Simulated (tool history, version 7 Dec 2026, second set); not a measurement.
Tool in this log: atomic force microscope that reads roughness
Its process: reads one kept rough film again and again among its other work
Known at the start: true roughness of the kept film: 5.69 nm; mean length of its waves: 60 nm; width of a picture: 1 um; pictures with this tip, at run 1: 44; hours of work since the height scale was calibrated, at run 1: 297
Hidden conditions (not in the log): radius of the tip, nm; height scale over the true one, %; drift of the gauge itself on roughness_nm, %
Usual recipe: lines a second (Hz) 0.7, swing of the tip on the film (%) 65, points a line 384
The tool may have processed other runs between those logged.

| run | day | lines a second (Hz) | swing of the tip on the film (%) | points a line | pictures with this tip | hours of work since the height scale was calibrated | roughness of the kept film (nm (root mean square)) |
|---|---|---|---|---|---|---|---|
| 1 | 0 | 0.7 | 65 | 384 | 44 | 297 | 5.39 |
| 2 | 0.379 | 0.7 | 65 | 536 | 64 | 304 | 5.425 |
|  | 0.633 | new tip fitted |
| 3 | 0.7 | 0.7 | 65 | 536 | 4 | 309 | 5.43 |
| 4 | 1.233 | 0.7 | 65 | 536 | 32 | 318 | 5.414 |
| 5 | 1.646 | 0.7 | 65 | 536 | 54 | 325 | 5.427 |
| 6 | 1.904 | 0.7 | 65 | 536 | 68 | 330 | 5.377 |
|  | 2.079 | new tip fitted |
| 7 | 2.412 | 0.7 | 65 | 536 | 17 | 338 | 5.42 |
| 8 | 2.779 | 0.7 | 65 | 536 | 37 | 344 | 5.422 |
| 9 | 3.112 | 0.7 | 65 | 536 | 54 | 350 | 5.398 |
|  | 3.538 | new tip fitted |
| 10 | 3.588 | 0.7 | 65 | 496 | 2 | 358 | 5.435 |
| 11 | 3.933 | 0.7 | 65 | 496 | 21 | 364 | 5.42 |
| 12 | 4.271 | 0.7 | 65 | 429 | 39 | 369 | 5.397 |
| 13 | 4.608 | 0.7 | 65 | 429 | 56 | 375 | 5.408 |
|  | 4.975 | new tip fitted |
| 14 | 5.175 | 0.7 | 65 | 532 | 10 | 385 | 5.426 |
| 15 | 5.429 | 0.7 | 78 | 276 | 24 | 389 | 5.305 |
| 16 | 5.867 | 0.7 | 78 | 276 | 47 | 397 | 5.313 |
|  | 6.421 | new tip fitted |
| 17 | 6.421 | 1.193 | 56 | 561 | 0 | 406 | 5.406 |
| 18 | 6.725 | 1.193 | 56 | 561 | 16 | 411 | 5.436 |
| 19 | 7.242 | 3.318 | 60 | 302 | 44 | 420 | 5.198 |
| 20 | 7.55 | 3.318 | 74 | 466 | 60 | 425 | 4.922 |
| 21 | 7.796 | 3.527 | 77 | 999 | 73 | 429 | 4.786 |
|  | 7.846 | new tip fitted |
| 22 | 8.125 | 0.7 | 60 | 314 | 14 | 435 | 5.454 |
| 23 | 8.654 | 1.209 | 60 | 314 | 43 | 444 | 5.411 |
| 24 | 8.875 | 0.993 | 75 | 384 | 54 | 448 | 5.284 |

Consider 4 possible next runs. They are alternatives, not a sequence: every one starts from the tool as it was left by run 24. What does each give?
| A | 9.121 | 0.7 | 65 | 571 | 67 | 452 | ? |
| B | 9.121 | 0.7 | 83 | 384 | 67 | 452 | ? |
| C | 9.121 | 1.793 | 60 | 384 | 67 | 452 | ? |
| D | 9.121 | 0.797 | 60 | 347 | 67 | 452 | ? |

| run | roughness of the kept film (nm (root mean square)) |
|---|---|
| A | 5.413 |
| B | 5.243 |
| C | 5.34 |
| D | 5.457 |
Stripped of hidden state, with their random variation kept, the same runs would have yielded:
| run | roughness of the kept film (nm (root mean square)) |
|---|---|
| A | 5.431 |
| B | 5.26 |
| C | 5.357 |
| D | 5.475 |

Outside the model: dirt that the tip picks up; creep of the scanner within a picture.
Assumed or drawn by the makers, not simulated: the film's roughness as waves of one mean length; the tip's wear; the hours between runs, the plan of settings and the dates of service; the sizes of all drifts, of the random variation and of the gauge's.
